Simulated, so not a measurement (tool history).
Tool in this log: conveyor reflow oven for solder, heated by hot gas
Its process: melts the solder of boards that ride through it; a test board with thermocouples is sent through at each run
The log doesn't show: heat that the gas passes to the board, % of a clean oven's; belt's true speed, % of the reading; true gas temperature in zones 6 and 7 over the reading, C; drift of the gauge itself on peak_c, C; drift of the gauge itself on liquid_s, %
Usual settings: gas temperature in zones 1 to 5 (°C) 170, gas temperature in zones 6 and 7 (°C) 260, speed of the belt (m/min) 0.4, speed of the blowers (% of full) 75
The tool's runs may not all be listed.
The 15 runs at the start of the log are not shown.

run,hour,gas temperature in zones 1 to 5 (°C),gas temperature in zones 6 and 7 (°C),speed of the belt (m/min),speed of the blowers (% of full),hours of work since the flux was cleaned out,hours of work since the belt drive was overhauled,hours of work since the thermocouples were changed,highest temperature of the board (°C),time above the solder's melting point (s)
16,288.3,170,273,0.4,76,95,239,391,259.4,95.8
17,312.8,173,275,0.406,52,107,251,403,256.2,91.3
18,331.2,174,272,0.401,75,116,260,413,258.9,96.5
19,354.1,178,264,0.372,75,128,271,424,254.1,102.8
20,379.8,170,264,0.4,75,140,284,437,250.9,87
21,393.6,165,253,0.382,62,147,291,443,240,72.4
22,418.1,165,253,0.382,62,159,303,455,239.6,72.4
23,434.2,179,257,0.348,59,167,311,463,247.5,102.2
24,448.8,163,268,0.4,75,175,318,471,253.1,86.5
25,470,167,268,0.352,58,185,328,481,255,102.4
26,495.6,167,268,0.352,58,198,341,494,254.9,102.7
27,507.9,157,260,0.4,90,204,347,500,247.4,76.7
28,526.1,157,260,0.4,90,213,356,509,247.3,76.7
29,545.5,170,264,0.443,75,222,366,518,247.2,72.5
30,568.5,170,264,0.443,75,234,377,530,247.4,72.8

What if the next run were any one of these 3? Each begins from the tool's condition after run 30:
A,584.3,170,260,0.4,85,241,385,537,?,?
B,584.3,168,260,0.4,55,241,385,537,?,?
C,584.3,170,250,0.45,75,241,385,537,?,?

run,highest temperature of the board (°C),time above the solder's melting point (s)
A,248.1,84.1
B,243,73.4
C,234.8,53.8
Stripped of hidden state, with their random variation kept, the same runs would have yielded:
run,highest temperature of the board (°C),time above the solder's melting point (s)
A,248.8,86
B,243.7,75.3
C,235.6,56.8

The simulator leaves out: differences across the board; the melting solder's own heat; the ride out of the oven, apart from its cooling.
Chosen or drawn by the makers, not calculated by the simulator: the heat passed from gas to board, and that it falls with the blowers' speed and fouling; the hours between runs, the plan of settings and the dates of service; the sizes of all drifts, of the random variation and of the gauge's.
